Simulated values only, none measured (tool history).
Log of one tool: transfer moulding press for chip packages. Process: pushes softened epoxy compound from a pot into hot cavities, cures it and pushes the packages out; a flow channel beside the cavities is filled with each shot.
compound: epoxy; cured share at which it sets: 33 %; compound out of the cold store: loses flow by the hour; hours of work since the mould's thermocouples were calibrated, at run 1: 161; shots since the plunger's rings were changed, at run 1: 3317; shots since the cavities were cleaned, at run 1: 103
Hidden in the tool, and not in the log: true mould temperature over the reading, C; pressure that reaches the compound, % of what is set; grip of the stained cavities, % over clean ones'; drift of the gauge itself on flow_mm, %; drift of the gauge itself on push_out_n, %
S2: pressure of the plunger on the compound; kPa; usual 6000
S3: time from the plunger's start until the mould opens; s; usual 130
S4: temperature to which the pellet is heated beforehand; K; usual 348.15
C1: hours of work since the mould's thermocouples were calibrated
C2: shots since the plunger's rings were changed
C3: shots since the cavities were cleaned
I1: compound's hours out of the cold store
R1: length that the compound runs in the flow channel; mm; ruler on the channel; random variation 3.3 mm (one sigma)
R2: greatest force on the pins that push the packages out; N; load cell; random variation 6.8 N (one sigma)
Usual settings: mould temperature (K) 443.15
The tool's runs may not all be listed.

Run 1, hour 0.0: usual settings; C1 161; C2 3317; C3 103; I1 10.5. Result: R1 843 mm, R2 332 N.
Run 2, hour 38.0: usual settings but S4 349.15 K; C1 180; C2 3586; C3 372; I1 12.2. Result: R1 832 mm, R2 392 N.
Run 3, hour 71.8: usual settings but S4 349.15 K; C1 196; C2 3825; C3 611; I1 22.3. Result: R1 785 mm, R2 444 N.
At hour 109.4: cavities cleaned with cleaning compound and waxed.
Run 4, hour 109.4: usual settings but S4 349.15 K; C1 214; C2 4081; C3 0; I1 35.5. Result: R1 722 mm, R2 269 N.
Run 5, hour 136.9: usual settings but S3 167 s; C1 228; C2 4276; C3 195; I1 15.8. Result: R1 808 mm, R2 324 N.
Run 6, hour 168.2: usual settings; C1 243; C2 4497; C3 416; I1 12.0. Result: R1 826 mm, R2 410 N.
Run 7, hour 197.8: usual settings; C1 258; C2 4707; C3 626; I1 31.7. Result: R1 734 mm, R2 458 N.
At hour 231.1: cavities cleaned with cleaning compound and waxed.
Run 8, hour 242.0: usual settings; C1 279; C2 5009; C3 77; I1 21.3. Result: R1 777 mm, R2 303 N.
At hour 258.4: plunger's sealing rings changed.
Run 9, hour 292.6: usual settings; C1 303; C2 242; C3 418; I1 26.7. Result: R1 778 mm, R2 379 N.
Run 10, hour 337.9: usual settings; C1 325; C2 563; C3 739; I1 45.5. Result: R1 697 mm, R2 473 N.
At hour 355.5: cavities cleaned with cleaning compound and waxed.
Run 11, hour 383.7: usual settings but S4 352.15 K; C1 347; C2 876; C3 199; I1 36.7. Result: R1 739 mm, R2 353 N.
Run 12, hour 415.4: usual settings but S4 352.15 K; C1 363; C2 1101; C3 424; I1 17.6. Result: R1 817 mm, R2 406 N.
Run 13, hour 442.3: usual settings but S4 352.15 K; C1 376; C2 1292; C3 615; I1 47.7. Result: R1 687 mm, R2 440 N.
Run 14, hour 463.9: usual settings but S4 352.15 K; C1 387; C2 1445; C3 768; I1 41.0. Result: R1 714 mm, R2 463 N.
At hour 479.0: cavities cleaned with cleaning compound and waxed.
Run 15, hour 507.9: usual settings but S4 352.15 K; C1 408; C2 1745; C3 204; I1 8.4. Result: R1 859 mm, R2 357 N.
Run 16, hour 541.9: usual settings but S4 352.15 K; C1 425; C2 1986; C3 445; I1 35.6. Result: R1 729 mm, R2 413 N.
Run 17, hour 566.2: usual settings but S3 135 s, S4 352.15 K; C1 437; C2 2158; C3 617; I1 37.7. Result: R1 724 mm, R2 452 N.
Run 18, hour 594.5: usual settings but S2 5650 kPa, S4 349.15 K; C1 451; C2 2359; C3 818; I1 36.1. Result: R1 702 mm, R2 482 N.
At hour 603.1: cavities cleaned with cleaning compound and waxed.
Run 19, hour 645.9: usual settings but S2 5650 kPa, S4 349.15 K; C1 475; C2 2712; C3 303; I1 24.6. Result: R1 754 mm, R2 381 N.
Run 20, hour 691.1: usual settings but mould temperature (K) 441.15, S2 7090 kPa, S3 169 s, S4 339.15 K; C1 498; C2 3032; C3 623; I1 46.8. Result: R1 745 mm, R2 442 N.
At hour 725.5: cavities cleaned with cleaning compound and waxed.
Run 21, hour 725.5: usual settings but mould temperature (K) 441.15, S2 7090 kPa, S3 169 s, S4 351.15 K; C1 514; C2 3265; C3 0; I1 15.5. Result: R1 894 mm, R2 260 N.
Run 22, hour 770.1: usual settings but mould temperature (K) 441.15, S3 140 s; C1 536; C2 3581; C3 316; I1 42.6. Result: R1 703 mm, R2 384 N.
Run 23, hour 801.9: usual settings but mould temperature (K) 441.15, S3 157 s, S4 340.15 K; C1 552; C2 3805; C3 540; I1 44.0. Result: R1 699 mm, R2 400 N.
At hour 847.6: cavities cleaned with cleaning compound and waxed.
Run 24, hour 847.6: usual settings but mould temperature (K) 445.15, S3 142 s; C1 574; C2 4119; C3 0; I1 19.7. Result: R1 786 mm, R2 255 N.
Run 25, hour 886.2: usual settings but mould temperature (K) 442.15, S2 4650 kPa, S3 110 s, S4 339.15 K; C1 593; C2 4392; C3 273; I1 47.3. Result: R1 593 mm, R2 423 N.
Run 26, hour 908.3: usual settings but S2 5820 kPa; C1 604; C2 4549; C3 430; I1 35.8. Result: R1 707 mm, R2 402 N.
Run 27, hour 944.1: usual settings but S2 4960 kPa; C1 621; C2 4802; C3 683; I1 29.0. Result: R1 677 mm, R2 467 N.

Forecast each of these 3 alternatives for the next run:
At hour 969.8: cavities cleaned with cleaning compound and waxed.
Run A, hour 985.3: usual settings but S2 4960 kPa; C1 641; C2 5083; C3 109; I1 22.1. Result: R1 ?, R2 ?.
At hour 969.8: cavities cleaned with cleaning compound and waxed.
Run B, hour 985.3: usual settings but mould temperature (K) 446.15; C1 641; C2 5083; C3 109; I1 39.9. Result: R1 ?, R2 ?.
At hour 969.8: cavities cleaned with cleaning compound and waxed.
Run C, hour 985.3: usual settings but S2 5120 kPa; C1 641; C2 5083; C3 109; I1 42.3. Result: R1 ?, R2 ?.

run   R1   R2
  A  702  327
  B  691  299
  C  632  321
Without the tool's hidden state the same runs would have given:
run   R1   R2
  A  733  277
  B  721  251
  C  660  272
